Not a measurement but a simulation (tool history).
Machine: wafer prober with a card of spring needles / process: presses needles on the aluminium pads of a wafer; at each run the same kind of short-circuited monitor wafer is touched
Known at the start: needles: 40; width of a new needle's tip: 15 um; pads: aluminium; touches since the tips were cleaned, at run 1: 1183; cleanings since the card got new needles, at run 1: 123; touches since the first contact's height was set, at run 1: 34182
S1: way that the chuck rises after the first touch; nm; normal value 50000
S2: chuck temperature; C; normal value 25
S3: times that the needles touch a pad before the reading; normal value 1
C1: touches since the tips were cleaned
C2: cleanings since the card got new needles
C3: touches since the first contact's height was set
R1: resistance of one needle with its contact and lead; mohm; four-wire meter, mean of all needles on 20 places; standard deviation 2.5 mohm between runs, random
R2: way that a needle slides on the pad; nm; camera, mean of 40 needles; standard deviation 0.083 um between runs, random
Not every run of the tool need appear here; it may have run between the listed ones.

| run | day | S1 | S2 | S3 | C1 | C2 | C3 | R1 | R2 |
|---|---|---|---|---|---|---|---|---|---|
| 1 | 0.000 | 50000 | 25 | 1 | 1183 | 123 | 34182 | 387 | 9860 |
|  | 0.071 | tips cleaned on abrasive film |
|  | 0.246 | tips cleaned on abrasive film |
|  | 0.425 | tips cleaned on abrasive film |
|  | 0.604 | tips cleaned on abrasive film |
|  | 0.779 | tips cleaned on abrasive film |
|  | 0.958 | tips cleaned on abrasive film |
|  | 1.100 | tips cleaned on abrasive film |
|  | 1.275 | tips cleaned on abrasive film |
|  | 1.421 | tips cleaned on abrasive film |
|  | 1.596 | tips cleaned on abrasive film |
|  | 1.775 | tips cleaned on abrasive film |
|  | 1.917 | tips cleaned on abrasive film |
|  | 2.096 | tips cleaned on abrasive film |
| 2 | 2.217 | 50000 | 25 | 1 | 1414 | 136 | 58739 | 427 | 9710 |
|  | 2.258 | tips cleaned on abrasive film |
|  | 2.433 | tips cleaned on abrasive film |
|  | 2.579 | tips cleaned on abrasive film |
|  | 2.754 | tips cleaned on abrasive film |
|  | 2.933 | tips cleaned on abrasive film |
|  | 3.108 | tips cleaned on abrasive film |
|  | 3.288 | tips cleaned on abrasive film |
|  | 3.462 | tips cleaned on abrasive film |
|  | 3.642 | tips cleaned on abrasive film |
|  | 3.817 | tips cleaned on abrasive film |
|  | 3.962 | tips cleaned on abrasive film |
|  | 4.138 | tips cleaned on abrasive film |
|  | 4.279 | tips cleaned on abrasive film |
|  | 4.458 | tips cleaned on abrasive film |
| 3 | 4.554 | 50000 | 25 | 1 | 1103 | 150 | 84590 | 414 | 9260 |
|  | 4.629 | tips cleaned on abrasive film |
|  | 4.804 | tips cleaned on abrasive film |
|  | 4.983 | tips cleaned on abrasive film |
|  | 5.125 | tips cleaned on abrasive film |
|  | 5.304 | tips cleaned on abrasive film |
|  | 5.479 | tips cleaned on abrasive film |
|  | 5.658 | tips cleaned on abrasive film |
|  | 5.671 | height of the first contact set anew |
|  | 5.812 | tips cleaned on abrasive film |
|  | 5.992 | tips cleaned on abrasive film |
|  | 6.167 | tips cleaned on abrasive film |
|  | 6.346 | tips cleaned on abrasive film |
|  | 6.488 | tips cleaned on abrasive film |
|  | 6.667 | tips cleaned on abrasive film |
| 4 | 6.746 | 50000 | 25 | 1 | 935 | 163 | 11935 | 386 | 10150 |
|  | 6.821 | tips cleaned on abrasive film |
|  | 6.962 | tips cleaned on abrasive film |
|  | 7.142 | tips cleaned on abrasive film |
|  | 7.317 | tips cleaned on abrasive film |
|  | 7.462 | tips cleaned on abrasive film |
|  | 7.638 | tips cleaned on abrasive film |
|  | 7.817 | tips cleaned on abrasive film |
|  | 7.958 | tips cleaned on abrasive film |
|  | 8.133 | tips cleaned on abrasive film |
| 5 | 8.204 | 58000 | 25 | 1 | 772 | 172 | 28026 | 356 | 11470 |
|  | 8.312 | tips cleaned on abrasive film |
|  | 8.488 | tips cleaned on abrasive film |
|  | 8.667 | tips cleaned on abrasive film |
|  | 8.842 | tips cleaned on abrasive film |
|  | 8.988 | tips cleaned on abrasive film |
|  | 9.162 | tips cleaned on abrasive film |
|  | 9.342 | tips cleaned on abrasive film |
|  | 9.483 | tips cleaned on abrasive film |
|  | 9.658 | tips cleaned on abrasive film |
|  | 9.804 | tips cleaned on abrasive film |
|  | 9.979 | tips cleaned on abrasive film |
| 6 | 10.100 | 50000 | 25 | 1 | 1347 | 183 | 49015 | 431 | 9760 |
|  | 10.138 | tips cleaned on abrasive film |
|  | 10.279 | tips cleaned on abrasive film |
|  | 10.458 | tips cleaned on abrasive film |
|  | 10.633 | tips cleaned on abrasive film |
|  | 10.779 | tips cleaned on abrasive film |
|  | 10.954 | tips cleaned on abrasive film |
|  | 11.133 | tips cleaned on abrasive film |
|  | 11.308 | tips cleaned on abrasive film |
|  | 11.488 | tips cleaned on abrasive film |
|  | 11.662 | tips cleaned on abrasive film |
|  | 11.842 | tips cleaned on abrasive film |
|  | 11.983 | tips cleaned on abrasive film |
|  | 12.162 | tips cleaned on abrasive film |
|  | 12.304 | tips cleaned on abrasive film |
| 7 | 12.346 | 34000 | 25 | 1 | 461 | 197 | 73834 | 489 | 6300 |
|  | 12.454 | tips cleaned on abrasive film |
|  | 12.629 | tips cleaned on abrasive film |
|  | 12.808 | tips cleaned on abrasive film |
|  | 12.983 | tips cleaned on abrasive film |
|  | 13.162 | tips cleaned on abrasive film |
|  | 13.304 | tips cleaned on abrasive film |
|  | 13.483 | tips cleaned on abrasive film |
|  | 13.658 | tips cleaned on abrasive film |
|  | 13.800 | tips cleaned on abrasive film |
|  | 13.979 | tips cleaned on abrasive film |
| 8 | 14.054 | 34000 | 25 | 1 | 837 | 207 | 92737 | 599 | 6000 |
|  | 14.125 | tips cleaned on abrasive film |
|  | 14.267 | tips cleaned on abrasive film |
|  | 14.446 | tips cleaned on abrasive film |
|  | 14.458 | height of the first contact set anew |
|  | 14.600 | tips cleaned on abrasive film |
|  | 14.779 | tips cleaned on abrasive film |
|  | 14.954 | tips cleaned on abrasive film |
|  | 15.133 | tips cleaned on abrasive film |
|  | 15.308 | tips cleaned on abrasive film |
|  | 15.488 | tips cleaned on abrasive film |
|  | 15.662 | tips cleaned on abrasive film |
| 9 | 15.692 | 50000 | 25 | 3 | 310 | 217 | 13667 | 317 | 10060 |
|  | 15.833 | tips cleaned on abrasive film |
|  | 16.012 | tips cleaned on abrasive film |
|  | 16.188 | tips cleaned on abrasive film |
|  | 16.367 | tips cleaned on abrasive film |
|  | 16.542 | tips cleaned on abrasive film |
|  | 16.721 | tips cleaned on abrasive film |
|  | 16.900 | tips cleaned on abrasive film |
|  | 17.042 | tips cleaned on abrasive film |
|  | 17.217 | tips cleaned on abrasive film |
|  | 17.396 | tips cleaned on abrasive film |
|  | 17.571 | tips cleaned on abrasive film |
|  | 17.750 | tips cleaned on abrasive film |
| 10 | 17.800 | 47000 | 72 | 2 | 587 | 229 | 37039 | 363 | 9180 |
|  | 17.908 | tips cleaned on abrasive film |
|  | 18.054 | tips cleaned on abrasive film |
|  | 18.229 | tips cleaned on abrasive film |
|  | 18.408 | tips cleaned on abrasive film |
|  | 18.583 | tips cleaned on abrasive film |
|  | 18.725 | tips cleaned on abrasive film |
|  | 18.871 | tips cleaned on abrasive film |
| 11 | 18.912 | 47000 | 72 | 2 | 471 | 236 | 49296 | 374 | 9040 |
|  | 19.021 | tips cleaned on abrasive film |
|  | 19.196 | tips cleaned on abrasive film |
|  | 19.338 | tips cleaned on abrasive film |
|  | 19.517 | tips cleaned on abrasive film |
|  | 19.658 | tips cleaned on abrasive film |
|  | 19.838 | tips cleaned on abrasive film |
|  | 20.012 | tips cleaned on abrasive film |
|  | 20.158 | tips cleaned on abrasive film |
|  | 20.333 | tips cleaned on abrasive film |
|  | 20.475 | tips cleaned on abrasive film |
|  | 20.654 | tips cleaned on abrasive film |
|  | 20.829 | tips cleaned on abrasive film |
|  | 20.975 | tips cleaned on abrasive film |
| 12 | 21.004 | 50000 | 47 | 1 | 326 | 249 | 72409 | 370 | 9490 |
|  | 21.146 | tips cleaned on abrasive film |
|  | 21.321 | tips cleaned on abrasive film |
|  | 21.500 | tips cleaned on abrasive film |
|  | 21.679 | tips cleaned on abrasive film |
|  | 21.854 | tips cleaned on abrasive film |
|  | 22.033 | tips cleaned on abrasive film |
|  | 22.208 | tips cleaned on abrasive film |
|  | 22.350 | tips cleaned on abrasive film |
|  | 22.529 | tips cleaned on abrasive film |
|  | 22.708 | tips cleaned on abrasive film |
|  | 22.883 | tips cleaned on abrasive film |
|  | 23.062 | tips cleaned on abrasive film |
| 13 | 23.167 | 51000 | 25 | 2 | 1198 | 261 | 96392 | 390 | 9430 |
|  | 23.204 | tips cleaned on abrasive film |
|  | 23.217 | height of the first contact set anew |
|  | 23.396 | tips cleaned on abrasive film |
|  | 23.571 | tips cleaned on abrasive film |
|  | 23.750 | tips cleaned on abrasive film |
|  | 23.892 | tips cleaned on abrasive film |
|  | 24.071 | tips cleaned on abrasive film |
|  | 24.246 | tips cleaned on abrasive film |
|  | 24.392 | tips cleaned on abrasive film |
| 14 | 24.392 | 49000 | 119 | 1 | 0 | 269 | 12982 | 354 | 9760 |
|  | 24.567 | tips cleaned on abrasive film |
|  | 24.712 | tips cleaned on abrasive film |
|  | 24.888 | tips cleaned on abrasive film |
|  | 25.029 | tips cleaned on abrasive film |
|  | 25.208 | tips cleaned on abrasive film |
|  | 25.350 | tips cleaned on abrasive film |
|  | 25.529 | tips cleaned on abrasive film |
|  | 25.704 | tips cleaned on abrasive film |
| 15 | 25.788 | 60000 | 53 | 1 | 928 | 277 | 28436 | 388 | 12050 |
|  | 25.858 | tips cleaned on abrasive film |
|  | 26.038 | tips cleaned on abrasive film |
|  | 26.217 | tips cleaned on abrasive film |
|  | 26.392 | tips cleaned on abrasive film |
|  | 26.533 | tips cleaned on abrasive film |
|  | 26.712 | tips cleaned on abrasive film |
|  | 26.888 | tips cleaned on abrasive film |
| 16 | 26.967 | 60000 | 53 | 1 | 863 | 284 | 41480 | 401 | 11720 |
|  | 27.038 | tips cleaned on abrasive film |
|  | 27.217 | tips cleaned on abrasive film |
|  | 27.392 | tips cleaned on abrasive film |
|  | 27.571 | tips cleaned on abrasive film |
|  | 27.746 | tips cleaned on abrasive film |
|  | 27.925 | tips cleaned on abrasive film |
|  | 28.104 | tips cleaned on abrasive film |
|  | 28.246 | tips cleaned on abrasive film |
|  | 28.421 | tips cleaned on abrasive film |
|  | 28.567 | tips cleaned on abrasive film |
|  | 28.742 | tips cleaned on abrasive film |
|  | 28.921 | tips cleaned on abrasive film |
| 17 | 28.988 | 50000 | 38 | 3 | 792 | 296 | 63875 | 353 | 9500 |

Some steps in R1 between neighbouring runs. How much of each would the tool show without its hidden state too (settings, what came in, random variation), and how much is left for the hidden state, with any gauge scatter that isn't in both results?
Hidden state at play: debris on the tips, nm; way that the needles fall short of the set height, um; tips' diameter, um; drift of the gauge itself on contact_mohm, %; drift of the gauge itself on scrub_um, %.
Run 8 -> 9: S1 34000 -> 50000, S3 1 -> 3, tips cleaned on abrasive film, tips cleaned on abrasive film, tips cleaned on abrasive film, height of the first contact set anew, tips cleaned on abrasive film, tips cleaned on abrasive film, tips cleaned on abrasive film, tips cleaned on abrasive film, tips cleaned on abrasive film, tips cleaned on abrasive film, tips cleaned on abrasive film. R1 -282 mohm: hidden state -268, all else -14.
